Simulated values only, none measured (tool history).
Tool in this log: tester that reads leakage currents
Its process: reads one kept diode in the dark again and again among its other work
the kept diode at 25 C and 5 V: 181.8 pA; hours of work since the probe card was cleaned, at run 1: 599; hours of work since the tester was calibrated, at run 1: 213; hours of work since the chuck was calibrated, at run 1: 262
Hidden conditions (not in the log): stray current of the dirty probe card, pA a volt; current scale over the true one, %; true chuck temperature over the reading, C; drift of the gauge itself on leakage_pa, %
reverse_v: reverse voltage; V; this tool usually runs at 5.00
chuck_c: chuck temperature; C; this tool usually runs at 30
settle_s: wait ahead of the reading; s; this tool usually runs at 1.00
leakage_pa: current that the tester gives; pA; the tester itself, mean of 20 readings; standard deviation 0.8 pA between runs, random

| run | hour | reverse_v | chuck_c | settle_s | hours of work since the probe card was cleaned | hours of work since the tester was calibrated | hours of work since the chuck was calibrated | leakage_pa |
|---|---|---|---|---|---|---|---|---|
| 1 | 0.0 | 5.00 | 30 | 1.00 | 599 | 213 | 262 | 274.19 |
| 2 | 21.1 | 5.00 | 30 | 1.00 | 608 | 221 | 271 | 273.21 |
| 3 | 66.4 | 5.00 | 30 | 1.00 | 627 | 240 | 290 | 273.17 |
| 4 | 87.0 | 5.00 | 30 | 1.00 | 635 | 249 | 298 | 275.01 |
| 5 | 116.3 | 5.00 | 30 | 1.00 | 648 | 261 | 310 | 275.48 |
| 6 | 153.3 | 5.00 | 30 | 1.00 | 663 | 276 | 326 | 274.50 |
| 7 | 199.4 | 5.00 | 30 | 1.00 | 682 | 295 | 345 | 274.67 |
| 8 | 229.5 | 5.00 | 30 | 1.00 | 695 | 308 | 357 | 275.35 |
| 9 | 261.6 | 1.42 | 30 | 1.00 | 708 | 321 | 371 | 136.45 |
| 10 | 302.5 | 1.42 | 30 | 9.88 | 725 | 338 | 388 | 136.04 |
| 11 | 336.7 | 5.00 | 30 | 1.00 | 739 | 352 | 402 | 277.31 |
| 12 | 382.8 | 5.00 | 30 | 1.00 | 758 | 372 | 421 | 278.07 |
| 13 | 428.1 | 5.00 | 30 | 1.00 | 777 | 390 | 440 | 279.16 |
| 14 | 458.7 | 5.00 | 20 | 1.00 | 790 | 403 | 453 | 128.76 |
| 15 | 480.2 | 5.00 | 20 | 1.00 | 799 | 412 | 461 | 128.82 |
| 16 | 500.8 | 5.00 | 30 | 1.00 | 807 | 421 | 470 | 278.65 |
| 17 | 526.0 | 5.00 | 32 | 0.44 | 818 | 431 | 480 | 323.92 |
| 18 | 565.1 | 5.00 | 32 | 0.44 | 834 | 447 | 497 | 323.80 |
| 19 | 599.7 | 6.17 | 32 | 1.01 | 848 | 462 | 511 | 365.19 |
| 20 | 635.0 | 3.00 | 30 | 3.64 | 863 | 476 | 526 | 208.59 |
| 21 | 673.8 | 2.99 | 39 | 6.01 | 879 | 492 | 542 | 400.25 |
| 22 | 702.7 | 2.99 | 39 | 6.01 | 891 | 504 | 554 | 404.39 |
| 23 | 724.1 | 2.99 | 39 | 6.01 | 900 | 513 | 563 | 403.69 |
| 24 | 758.0 | 2.99 | 39 | 6.01 | 914 | 527 | 577 | 403.07 |
| 25 | 800.7 | 5.00 | 30 | 1.00 | 932 | 545 | 595 | 282.19 |
| 26 | 829.8 | 16.00 | 43 | 7.69 | 944 | 557 | 607 | 1364.44 |
| 27 | 866.1 | 5.00 | 20 | 0.92 | 959 | 572 | 622 | 131.20 |
| 28 | 888.3 | 5.00 | 20 | 0.92 | 968 | 581 | 631 | 131.70 |
| 29 | 925.8 | 7.82 | 22 | 0.36 | 984 | 597 | 646 | 199.45 |
| 30 | 970.2 | 5.80 | 30 | 0.36 | 1002 | 615 | 665 | 308.11 |
| 31 | 1016.2 | 5.80 | 30 | 0.36 | 1021 | 635 | 684 | 308.98 |

Forecast each of these 4 alternatives for the next run:
| A | 1055.2 | 5.80 | 32 | 1.16 | 1037 | 651 | 700 | ? |
| B | 1055.2 | 5.00 | 22 | 1.00 | 1037 | 651 | 700 | ? |
| C | 1055.2 | 5.80 | 30 | 7.62 | 1037 | 651 | 700 | ? |
| D | 1055.2 | 7.80 | 35 | 0.45 | 1037 | 651 | 700 | ? |

| run | leakage_pa |
|---|---|
| A | 357.70 |
| B | 154.60 |
| C | 307.80 |
| D | 528.03 |
What these runs would have given with no unlogged condition in the tool:
| run | leakage_pa |
|---|---|
| A | 338.06 |
| B | 143.95 |
| C | 290.16 |
| D | 500.01 |

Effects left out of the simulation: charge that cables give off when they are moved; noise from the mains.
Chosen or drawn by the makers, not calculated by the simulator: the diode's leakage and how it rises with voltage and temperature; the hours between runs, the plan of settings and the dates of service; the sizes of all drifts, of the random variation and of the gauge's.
